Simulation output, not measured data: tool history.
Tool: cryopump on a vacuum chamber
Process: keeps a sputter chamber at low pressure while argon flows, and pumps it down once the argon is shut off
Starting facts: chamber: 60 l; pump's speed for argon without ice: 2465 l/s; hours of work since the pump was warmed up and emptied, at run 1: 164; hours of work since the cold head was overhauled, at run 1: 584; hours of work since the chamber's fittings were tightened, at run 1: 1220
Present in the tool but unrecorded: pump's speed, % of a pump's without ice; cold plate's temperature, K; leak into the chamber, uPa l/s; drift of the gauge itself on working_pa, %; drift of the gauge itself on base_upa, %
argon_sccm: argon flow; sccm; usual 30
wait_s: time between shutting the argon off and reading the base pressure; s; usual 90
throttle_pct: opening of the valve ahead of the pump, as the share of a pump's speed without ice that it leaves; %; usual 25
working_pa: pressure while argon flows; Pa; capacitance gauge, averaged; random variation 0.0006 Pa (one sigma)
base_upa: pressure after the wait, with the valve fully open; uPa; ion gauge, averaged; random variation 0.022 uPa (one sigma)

run	hour	argon_sccm	wait_s	throttle_pct	hours of work since the pump was warmed up and emptied	hours of work since the cold head was overhauled	hours of work since the chamber's fittings were tightened	working_pa	base_upa
1	0.0	30	90	25	164	584	1220	0.0857	1.78
2	30.1	30	90	25	178	597	1233	0.0861	1.79
3	59.6	30	90	25	191	610	1246	0.0855	1.86
4	89.6	30	90	25	204	624	1260	0.0868	1.81
5	119.5	30	79	25	217	637	1273	0.0869	1.98
6	157.1	30	79	25	234	653	1289	0.0880	1.92
7	186.8	30	79	25	247	667	1302	0.0869	2.01
8	227.1	21	79	58	265	684	1320	0.0292	2.05
9	261.3	24	129	53	280	699	1335	0.0361	1.81
10	294.1	23	90	49	294	714	1350	0.0365	2.10
11	340.1	41	28	21	314	734	1370	0.1436	3.23
12	386.3	33	28	18	335	754	1390	0.1355	3.33
13	427.6	33	90	25	353	773	1409	0.1000	2.23

Each row is a separate what-if for the run after 13, all from the same tool condition, not one after another. Results?
A	468.4	33	125	55	371	791	1427	?	?
B	468.4	13	21	19	371	791	1427	?	?
C	468.4	23	90	58	371	791	1427	?	?
D	468.4	39	139	27	371	791	1427	?	?

run	working_pa	base_upa
A	0.0505	2.12
B	0.0502	3.97
C	0.0351	2.20
D	0.1096	2.07
With the hidden condition removed and each run's random variation left untouched, the same runs would have given:
run	working_pa	base_upa
A	0.0405	0.52
B	0.0463	2.38
C	0.0281	0.63
D	0.0978	0.48

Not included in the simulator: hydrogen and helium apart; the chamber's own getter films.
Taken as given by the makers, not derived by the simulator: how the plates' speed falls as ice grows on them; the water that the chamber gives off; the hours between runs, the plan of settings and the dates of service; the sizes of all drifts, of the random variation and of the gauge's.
